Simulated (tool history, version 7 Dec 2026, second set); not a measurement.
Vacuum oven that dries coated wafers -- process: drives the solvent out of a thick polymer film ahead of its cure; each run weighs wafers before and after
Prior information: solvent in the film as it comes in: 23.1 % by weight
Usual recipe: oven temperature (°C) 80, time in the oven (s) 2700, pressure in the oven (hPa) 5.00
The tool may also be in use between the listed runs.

run,hour,oven temperature (°C),time in the oven (s),pressure in the oven (hPa),solvent left in the film (%)
1,0.0,80,2700,5.00,3.82
2,13.0,80,2700,5.00,3.79
3,22.0,80,2700,5.00,3.84
4,29.4,80,2700,5.00,3.76
5,36.3,80,2700,5.00,3.82
6,47.4,80,2700,5.00,3.79
7,57.6,80,2700,5.00,3.78
8,70.8,80,2700,5.00,3.82
9,81.2,80,2700,5.00,3.72
10,91.6,80,2700,7.79,4.08
11,98.9,80,2100,5.00,5.30
12,105.4,80,2700,5.78,3.89
13,116.3,80,2820,5.00,3.55
14,124.7,80,2820,5.00,3.49
15,134.0,80,1440,5.00,7.76
16,144.9,80,3900,5.00,2.03
17,156.2,80,3900,5.00,2.05
18,168.0,80,3120,5.00,3.02
19,174.2,80,3120,18.64,4.36
20,185.7,80,3120,18.64,4.34
21,198.0,75,2460,3.07,5.99
22,205.3,80,2160,11.40,5.62
23,212.6,80,2160,11.40,5.68
24,219.1,80,2160,11.40,5.63
25,227.4,80,3600,2.60,2.13
26,237.6,80,3180,3.05,2.71
27,243.7,80,2700,13.64,4.58
28,251.9,80,2700,13.64,4.55
29,261.4,80,2700,13.64,4.58
30,271.7,88,4200,5.00,0.67
31,282.2,90,3900,11.06,1.04
32,288.7,68,1380,10.93,12.85
33,298.4,87,2700,5.38,2.00
34,305.4,81,3120,5.00,2.76
35,314.8,68,1440,15.59,12.91
36,328.3,90,2700,7.38,1.55
37,336.7,68,1380,5.00,12.23
38,345.3,74,3540,4.28,4.08

How would selected steps in solvent left in the film (%) from run to run divide? Give the signed amount a tool lacking its hidden state would still show from settings, what came in and random variation, and the signed amount left for the hidden state, including any gauge scatter that is not in both of the compared results.
The hidden state here: true wafer temperature over the reading, C; true pressure over the reading, kPa; drift of the gauge itself on solvent_pct, %.
Run 29 -> 30: oven temperature (°C) 80 -> 88, time in the oven (s) 2700 -> 4200, pressure in the oven (hPa) 13.64 -> 5.00. solvent left in the film (%) -3.91: hidden state +0.10, all else -4.01.
Run 31 -> 32: oven temperature (°C) 90 -> 68, time in the oven (s) 3900 -> 1380, pressure in the oven (hPa) 11.06 -> 10.93. solvent left in the film (%) +11.81: hidden state -0.09, all else +11.90.
Run 32 -> 33: oven temperature (°C) 68 -> 87, time in the oven (s) 1380 -> 2700, pressure in the oven (hPa) 10.93 -> 5.38. solvent left in the film (%) -10.85: hidden state +0.05, all else -10.90.
Run 35 -> 36: oven temperature (°C) 68 -> 90, time in the oven (s) 1440 -> 2700, pressure in the oven (hPa) 15.59 -> 7.38. solvent left in the film (%) -11.36: hidden state +0.07, all else -11.43.
